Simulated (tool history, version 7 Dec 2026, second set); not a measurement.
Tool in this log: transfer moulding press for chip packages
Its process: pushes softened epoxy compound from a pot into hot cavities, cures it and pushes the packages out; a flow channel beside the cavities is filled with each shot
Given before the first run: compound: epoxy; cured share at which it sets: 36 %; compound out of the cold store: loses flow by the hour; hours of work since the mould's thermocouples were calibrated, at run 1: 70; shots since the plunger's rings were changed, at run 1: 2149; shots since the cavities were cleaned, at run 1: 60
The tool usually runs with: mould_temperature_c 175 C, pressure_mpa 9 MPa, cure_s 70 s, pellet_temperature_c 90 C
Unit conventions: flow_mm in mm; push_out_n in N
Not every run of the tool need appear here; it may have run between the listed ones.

run,hour,mould_temperature_c,pressure_mpa,cure_s,pellet_temperature_c,hours of work since the mould's thermocouples were calibrated,shots since the plunger's rings were changed,shots since the cavities were cleaned,incoming compound's hours out of the cold store,flow_mm,push_out_n
1,0,175,9,70,90,70,2149,60,19.8,831,351
2,37.3,175,9,70,90,92,2646,557,44.5,712,463
# hour 59.4: cavities cleaned with cleaning compound and waxed
# hour 119.9: cavities cleaned with cleaning compound and waxed
3,119.9,175,9,70,90,140,3709,2,18.9,791,340
# hour 128: plunger's sealing rings changed
4,178.1,175,9,62,90,173,667,743,17,853,661
# hour 183.8: cavities cleaned with cleaning compound and waxed
5,231.2,175,9,62,90,203,1356,632,39.3,748,583
# hour 242.5: cavities cleaned with cleaning compound and waxed
6,298.2,175,9,62,90,242,2229,743,40.6,728,611
# hour 305.6: cavities cleaned with cleaning compound and waxed
7,339,175,9,62,90,265,2754,446,28.4,777,566
# hour 365.2: cavities cleaned with cleaning compound and waxed
8,410.9,175,9,85,90,307,3692,609,10.8,821,390
# hour 418.4: plunger's sealing rings changed
# hour 426.4: cavities cleaned with cleaning compound and waxed
9,458.2,171,9,85,90,333,511,424,8.3,906,416
# hour 491.5: cavities cleaned with cleaning compound and waxed
10,518.1,171,10.56,85,90,368,1290,355,19.3,906,413
# hour 552.6: cavities cleaned with cleaning compound and waxed
11,604.9,176,7.71,85,90,418,2428,698,45.8,656,387
# hour 612.8: cavities cleaned with cleaning compound and waxed
# hour 673.9: cavities cleaned with cleaning compound and waxed
12,693.4,181,9,70,90,469,3568,260,20.6,762,334
# hour 708: plunger's sealing rings changed
# hour 738.8: cavities cleaned with cleaning compound and waxed
13,753.9,175,9,65,83,502,592,201,24.3,813,467
# hour 799.9: cavities cleaned with cleaning compound and waxed
14,831,173,8.12,70,88,547,1601,415,46.5,684,432
# hour 859.8: cavities cleaned with cleaning compound and waxed
15,872.4,173,8.12,70,88,571,2132,168,37.1,720,394
# hour 878.1: mould's thermocouples calibrated
# hour 922.5: cavities cleaned with cleaning compound and waxed
16,950.7,172,8.12,101,88,42,3130,376,44.9,671,368
# hour 986.9: cavities cleaned with cleaning compound and waxed
# hour 1003: plunger's sealing rings changed
17,1016.8,172,8.12,101,88,79,183,365,42.6,713,350
# hour 1050.7: cavities cleaned with cleaning compound and waxed
18,1089.7,177,9,70,92,121,1136,521,33.9,763,435
# hour 1110.8: cavities cleaned with cleaning compound and waxed
19,1156.8,176,9,68,90,160,2010,614,11.7,860,509
# hour 1169.5: cavities cleaned with cleaning compound and waxed
# hour 1228.6: cavities cleaned with cleaning compound and waxed
20,1236.9,176,9,68,90,206,3039,111,10.1,857,373

Same runs, no hidden state in the tool, same run-to-run variation:
Hidden state at play: true mould temperature over the reading, C; pressure that reaches the compound, % of what is set; grip of the stained cavities, % over clean ones'; drift of the gauge itself on flow_mm, %; drift of the gauge itself on push_out_n, %.
run,flow_mm,push_out_n
1,866,315
2,750,299
3,852,336
4,866,427
5,769,381
6,761,388
7,820,391
8,884,255
9,919,294
10,933,302
11,692,251
12,826,255
13,827,381
14,709,322
15,755,342
16,714,255
17,716,250
18,780,290
19,893,328
20,908,324
